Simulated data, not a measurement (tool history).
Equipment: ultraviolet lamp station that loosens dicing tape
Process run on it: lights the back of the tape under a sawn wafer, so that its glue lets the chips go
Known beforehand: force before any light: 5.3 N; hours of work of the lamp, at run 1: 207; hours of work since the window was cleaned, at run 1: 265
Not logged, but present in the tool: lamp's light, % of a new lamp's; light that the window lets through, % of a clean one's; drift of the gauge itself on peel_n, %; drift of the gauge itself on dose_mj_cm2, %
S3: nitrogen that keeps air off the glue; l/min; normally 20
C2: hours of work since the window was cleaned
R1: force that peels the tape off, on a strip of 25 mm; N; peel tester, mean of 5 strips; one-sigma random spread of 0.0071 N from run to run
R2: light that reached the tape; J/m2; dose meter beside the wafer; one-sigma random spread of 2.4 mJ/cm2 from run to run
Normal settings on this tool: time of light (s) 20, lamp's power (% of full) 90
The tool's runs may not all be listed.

{"run": 1, "hour": 0.0, "time of light (s)": 20, "lamp's power (% of full)": 90, "S3": 20, "hours of work of the lamp": 207, "C2": 265, "R1": 0.333, "R2": 2200}
{"run": 2, "hour": 10.5, "time of light (s)": 20, "lamp's power (% of full)": 90, "S3": 20, "hours of work of the lamp": 215, "C2": 273, "R1": 0.332, "R2": 2200}
{"run": 3, "hour": 20.4, "time of light (s)": 20, "lamp's power (% of full)": 90, "S3": 20, "hours of work of the lamp": 222, "C2": 280, "R1": 0.339, "R2": 2160}
{"run": 4, "hour": 31.9, "time of light (s)": 20, "lamp's power (% of full)": 90, "S3": 20, "hours of work of the lamp": 231, "C2": 289, "R1": 0.333, "R2": 2130}
{"run": 5, "hour": 44.5, "time of light (s)": 20, "lamp's power (% of full)": 90, "S3": 12, "hours of work of the lamp": 241, "C2": 299, "R1": 0.465, "R2": 2120}
{"run": 6, "hour": 51.6, "time of light (s)": 20, "lamp's power (% of full)": 90, "S3": 20, "hours of work of the lamp": 246, "C2": 304, "R1": 0.333, "R2": 2130}
{"run": 7, "hour": 60.1, "time of light (s)": 12, "lamp's power (% of full)": 90, "S3": 20, "hours of work of the lamp": 253, "C2": 311, "R1": 0.868, "R2": 1240}
{"run": 8, "hour": 71.3, "time of light (s)": 12, "lamp's power (% of full)": 90, "S3": 20, "hours of work of the lamp": 261, "C2": 319, "R1": 0.87, "R2": 1280}
{"run": 9, "hour": 85.4, "time of light (s)": 12, "lamp's power (% of full)": 90, "S3": 20, "hours of work of the lamp": 272, "C2": 330, "R1": 0.861, "R2": 1270}
{"run": 10, "hour": 94.3, "time of light (s)": 15, "lamp's power (% of full)": 63, "S3": 20, "hours of work of the lamp": 279, "C2": 337, "R1": 1.065, "R2": 1080}
{"run": 11, "hour": 104.2, "time of light (s)": 27, "lamp's power (% of full)": 65, "S3": 9, "hours of work of the lamp": 286, "C2": 344, "R1": 0.658, "R2": 2000}
{"run": 12, "hour": 115.8, "time of light (s)": 27, "lamp's power (% of full)": 65, "S3": 9, "hours of work of the lamp": 295, "C2": 353, "R1": 0.69, "R2": 1950}
{"hour": 117.3, "done": "window cleaned of glue's vapour"}
{"run": 13, "hour": 130.4, "time of light (s)": 27, "lamp's power (% of full)": 65, "S3": 9, "hours of work of the lamp": 306, "C2": 10, "R1": 0.751, "R2": 1900}
{"run": 14, "hour": 142.6, "time of light (s)": 27, "lamp's power (% of full)": 65, "S3": 9, "hours of work of the lamp": 315, "C2": 19, "R1": 0.729, "R2": 1910}
{"hour": 147.9, "done": "window cleaned of glue's vapour, once more"}
{"run": 15, "hour": 150.6, "time of light (s)": 15, "lamp's power (% of full)": 98, "S3": 31, "hours of work of the lamp": 321, "C2": 2, "R1": 0.315, "R2": 1930}
{"run": 16, "hour": 160.5, "time of light (s)": 27, "lamp's power (% of full)": 62, "S3": 8, "hours of work of the lamp": 328, "C2": 10, "R1": 0.621, "R2": 2170}
{"run": 17, "hour": 172.8, "time of light (s)": 27, "lamp's power (% of full)": 62, "S3": 8, "hours of work of the lamp": 338, "C2": 19, "R1": 0.653, "R2": 2150}
{"run": 18, "hour": 182.3, "time of light (s)": 27, "lamp's power (% of full)": 62, "S3": 8, "hours of work of the lamp": 345, "C2": 26, "R1": 0.615, "R2": 2160}

Hidden state at the last listed run before each entry between runs and at the first one after, where it differs:
After run 12, before run 13: window cleaned of glue's vapour (hour 117.3)
  lamp's light, % of a new lamp's: 90.3 -> 89.9; light that the window lets through, % of a clean one's: 85.5 -> 81.9
  the result without the hidden state subtracted from the measured one, R1: +0.25 -> +0.313 N; R2: -580 -> -680 J/m2
After run 14, before run 15: window cleaned of glue's vapour, once more (hour 147.9)
  lamp's light, % of a new lamp's: 89.6 -> 89.5; light that the window lets through, % of a clean one's: 81.5 -> 99.6
  the result without the hidden state subtracted from the measured one, R1: +0.308 -> +0.048 N; R2: -690 -> -240 J/m2
